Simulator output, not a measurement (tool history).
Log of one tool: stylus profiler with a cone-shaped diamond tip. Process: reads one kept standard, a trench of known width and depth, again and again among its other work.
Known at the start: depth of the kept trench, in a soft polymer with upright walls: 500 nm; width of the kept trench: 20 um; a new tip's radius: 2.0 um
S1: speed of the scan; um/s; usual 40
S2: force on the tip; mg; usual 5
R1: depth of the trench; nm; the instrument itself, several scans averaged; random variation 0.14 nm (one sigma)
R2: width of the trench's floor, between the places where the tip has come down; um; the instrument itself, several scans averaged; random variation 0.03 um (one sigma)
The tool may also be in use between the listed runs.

run    hour   S1     S2      R1     R2
  1       0   40      5  505.36  17.26
  2    50.9   40   3.11  503.75  17.26
  3    99.7   40   3.11  504.06  17.23
  4     161   32      5  505.31  17.29
  5   219.9   32      5  505.65  17.27
  6   277.8   40   4.01  504.94  17.23
  7   350.6   41      5  505.63  17.24
  8   425.6   41      5  505.39  17.26
  9   499.7   40      5  505.64  17.26
        524  -- new tip fitted, height scale calibrated
 10   548.5   40    4.4  504.76  17.31
 11     617   40   3.98  504.75  17.21
 12   669.4   40      5  505.58   17.3
 13   704.6   40      5  505.41  17.22
 14     757   40      5  505.41  17.27
 15   805.2   40      5  505.73  17.27
 16   876.9   40      5  505.49  17.24
 17   923.8   40      5  505.25  17.26
 18   990.3   40      5  505.35  17.29
 19  1061.5   40      5  505.75  17.21
 20    1132   40      5  505.48  17.26
 21  1197.4   40      5  505.62  17.29
 22    1231   40      5  505.49  17.23
 23  1283.8   40      5  505.64  17.27
 24  1321.5   40   5.01   505.4  17.26
 25  1399.1   28   3.21  504.01  17.23
 26  1435.8  104   9.38  508.26  17.15
 27    1484  104   9.38   508.3  17.18
     1516.8  -- new tip fitted, height scale calibrated
 28  1562.9   75   6.83  506.77  17.23
 29    1624   75   6.83  506.63  17.29
 30  1697.4   75   6.83  506.55  17.29
 31  1766.5   83   8.99  508.06  17.21
 32  1819.4   81  10.17  508.52  17.19
 33    1897   55   2.52  503.37  17.19
 34  1946.8  125   6.39  506.48  17.11
 35  2025.9   58   1.97  502.86  17.15
 36  2087.1   58   1.97  503.01  17.19
 37    2136  121  14.13  511.28  17.15
 38  2212.4   42   3.76  504.58  17.22
 39  2276.6   15  13.98  510.58   17.4
 40  2351.1   27    1.7  502.79  17.25
 41  2407.8   98   5.68  505.99  17.17
 42  2473.4   12   2.76  503.51  17.34
     2508.3  -- new tip fitted, height scale calibrated
 43  2554.7   12   4.18  504.99   17.3
 44  2606.6   12   4.18  504.74  17.28
 45  2668.8   12   4.18  504.78  17.35

Some steps in R2 between neighbouring runs. How much of each would the tool show without its hidden state too (settings, what came in, random variation), and how much is left for the hidden state, with any gauge scatter that isn't in both results?
The hidden state here: radius of the tip, um; height scale over the true one, %; drift of the gauge itself on depth_nm, %; drift of the gauge itself on floor_um, %.
Run 9 -> 10: S2 5 -> 4.4, new tip fitted, height scale calibrated. R2 +0.05 um: hidden state +0.03, all else +0.02.
Run 27 -> 28: S1 104 -> 75, S2 9.38 -> 6.83, new tip fitted, height scale calibrated. R2 +0.05 um: hidden state +0.02, all else +0.03.
Run 38 -> 39: S1 42 -> 15, S2 3.76 -> 13.98. R2 +0.18 um: hidden state +0, all else +0.18.
Run 39 -> 40: S1 15 -> 27, S2 13.98 -> 1.7. R2 -0.15 um: hidden state +0, all else -0.15.
Run 41 -> 42: S1 98 -> 12, S2 5.68 -> 2.76. R2 +0.17 um: hidden state -0.01, all else +0.18.
Run 42 -> 43: S2 2.76 -> 4.18, new tip fitted, height scale calibrated. R2 -0.04 um: hidden state +0.03, all else -0.07.
